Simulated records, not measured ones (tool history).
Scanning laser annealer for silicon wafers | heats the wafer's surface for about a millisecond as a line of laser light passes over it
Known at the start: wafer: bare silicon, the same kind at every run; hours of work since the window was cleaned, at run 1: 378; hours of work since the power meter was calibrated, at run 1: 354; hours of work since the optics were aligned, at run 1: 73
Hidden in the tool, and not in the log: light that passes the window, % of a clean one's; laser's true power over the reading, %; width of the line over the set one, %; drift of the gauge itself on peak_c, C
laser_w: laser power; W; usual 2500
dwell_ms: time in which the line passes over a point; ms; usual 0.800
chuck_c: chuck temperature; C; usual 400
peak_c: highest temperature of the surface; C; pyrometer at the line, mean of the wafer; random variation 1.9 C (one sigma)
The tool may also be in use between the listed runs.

run   hour  laser_w  dwell_ms  chuck_c  hours of work since the window was cleaned  hours of work since the power meter was calibrated  hours of work since the optics were aligned  peak_c
  1    0.0     2500     0.800      400                                         378                                                 354                                           73    1112
  2   24.7     2500     0.800      400                                         392                                                 368                                           87    1113
  3   38.1     2500     0.800      369                                         400                                                 375                                           94    1080
  4   50.5     2500     0.800      369                                         407                                                 382                                          101    1077
  5   61.9     2500     0.800      369                                         413                                                 389                                          108    1081
  6   83.1     2319     0.800      400                                         425                                                 401                                          120    1048
  7   95.1     2500     0.664      400                                         432                                                 408                                          127    1050
  8  109.5     2500     0.664      400                                         440                                                 416                                          135    1049
  9  124.8     2500     0.664      400                                         449                                                 424                                          143    1047
 10  144.3     2500     0.664      400                                         460                                                 435                                          154    1048
 11  167.2     2500     0.800      394                                         473                                                 448                                          167    1100
 12  179.9     2500     0.800      394                                         480                                                 455                                          174    1098
 13  204.7     2500     0.800      394                                         494                                                 469                                          188    1101
 14  229.4     2500     0.800      394                                         508                                                 483                                          202    1099
 15  249.6     2500     0.800      394                                         519                                                 495                                          214    1101
 16  275.9     2500     0.800      394                                         534                                                 509                                          228    1097
 17  294.8     2500     0.596      400                                         544                                                 520                                          239    1010
 18  307.2     2500     0.800      430                                         551                                                 527                                          246    1135
 19  329.9     2500     0.800      430                                         564                                                 540                                          259    1135
 20  352.3     2506     0.800      400                                         577                                                 552                                          271    1104
 21  367.7     2506     0.800      400                                         585                                                 561                                          280    1101
 22  378.7     2237     0.703      435                                         592                                                 567                                          286    1010
 23  398.1     2237     0.703      435                                         603                                                 578                                          297    1010
 24  412.0     2274     0.700      368                                         610                                                 586                                          305     954

The next listed run, before its measurement:
 25  422.6     2442     0.747      417                                         616                                                 592                                          311       ?

{"run 25": {"peak_c": 1074}}
Without the tool's hidden state the same run would have given peak_c 1105 C.
